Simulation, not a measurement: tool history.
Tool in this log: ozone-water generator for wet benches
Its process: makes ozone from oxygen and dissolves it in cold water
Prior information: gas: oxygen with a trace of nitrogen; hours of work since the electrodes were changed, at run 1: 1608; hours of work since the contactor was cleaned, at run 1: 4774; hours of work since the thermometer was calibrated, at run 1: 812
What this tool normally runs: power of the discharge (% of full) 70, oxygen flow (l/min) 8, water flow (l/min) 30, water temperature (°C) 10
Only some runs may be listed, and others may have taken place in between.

run    hour  power of the discharge (% of full)  oxygen flow (l/min)  water flow (l/min)  water temperature (°C)  hours of work since the electrodes were changed  hours of work since the contactor was cleaned  hours of work since the thermometer was calibrated  dissolved ozone (ppm)  ozone in the gas ahead of the water (g/m3)
  1       0                                  70                    8                  30                      10                                             1608                                           4774                                                 812                   20.1                                       156.5
  2    50.2                                  70                    8                  30                      13                                             1646                                           4812                                                 851                     19                                       155.1
  3      90                                  70                    8                  30                      13                                             1677                                           4843                                                 881                   19.5                                       154.7
  4   126.2                                  41                    8                  30                      10                                             1704                                           4870                                                 908                   15.4                                       118.4
  5   201.6                                  41                    8                  30                      10                                             1762                                           4927                                                 966                   15.3                                       119.1
  6   264.2                                  41                    8                  30                      10                                             1809                                           4975                                                1013                   15.3                                       118.9
  7   304.6                                  41                    8                  30                      10                                             1840                                           5006                                                1044                   15.1                                         119
  8   380.8                                  41                    8                  30                      10                                             1898                                           5064                                                1102                   15.5                                       119.3
  9   423.4                                  70                    8                  29                      10                                             1931                                           5096                                                1135                   20.4                                       152.8
 10   458.1                                  70                    8                  29                      10                                             1957                                           5123                                                1161                   20.5                                       155.1
 11     498                                  70                    8                  29                      10                                             1987                                           5153                                                1191                   20.1                                         154
 12   539.3                                  70                    8                  30                      10                                             2019                                           5185                                                1223                   19.9                                       155.4
 13   601.3                                  70                    8                  30                      10                                             2066                                           5232                                                1270                     20                                       153.6
 14   648.8                                  70                    8                  30                      10                                             2102                                           5268                                                1306                   19.6                                       153.2
 15   710.6                                  70                    8                  30                      10                                             2149                                           5315                                                1353                   19.6                                       154.7
 16   781.5                                  70                    8                  30                      10                                             2203                                           5369                                                1407                   19.9                                       151.7
 17   850.9                                  70                    8                  30                      10                                             2256                                           5422                                                1460                   19.5                                       153.4
 18   885.1                                  90                    8                  30                       5                                             2282                                           5448                                                1486                   23.4                                       173.8
 19   943.3                                  90                 5.65                  30                       5                                             2326                                           5492                                                1530                   20.7                                       194.7
 20   996.1                                  90                11.44                  34                       5                                             2367                                           5532                                                1571                   23.5                                       156.2
 21  1063.6                                  90                11.44                  34                       5                                             2418                                           5584                                                1622                   23.6                                       155.3
 22  1130.2                                  90                11.44                  34                       5                                             2469                                           5634                                                1673                   23.6                                       152.8
 23  1166.7                                  87                    8                  30                      15                                             2496                                           5662                                                1700                   20.3                                         170
 24  1218.9                                  93                    8                  30                      10                                             2536                                           5702                                                1740                   22.3                                         176
 25  1283.9                                  93                    8                  41                       5                                             2586                                           5751                                                1790                   17.6                                       175.5
 26  1356.8                                  81                 6.57                  30                       5                                             2641                                           5807                                                1845                   20.5                                       173.5
 27  1419.1                                  81                 6.57                  30                       5                                             2689                                           5854                                                1893                   21.2                                         173

Hidden state or all else? Some run-to-run changes of dissolved ozone (ppm), split into what the settings, what came in and random variation would give without the hidden state, and what is left for the hidden state (with any gauge scatter that isn't in both results):
The hidden state here: yield of the discharge, % of new electrodes'; contactor's efficiency, % of a clean one's; true water temperature over the reading, C; drift of the gauge itself on ozone_ppm, %; drift of the gauge itself on gas_g_m3, %.
Run 3 -> 4: power of the discharge (% of full) 70 -> 41, water temperature (°C) 13 -> 10. dissolved ozone (ppm) -4.1: hidden state +0.5, all else -4.6.
Run 8 -> 9: power of the discharge (% of full) 41 -> 70, water flow (l/min) 30 -> 29. dissolved ozone (ppm) +4.9: hidden state -0.6, all else +5.5.
Run 24 -> 25: water flow (l/min) 30 -> 41, water temperature (°C) 10 -> 5. dissolved ozone (ppm) -4.7: hidden state +0.3, all else -5.
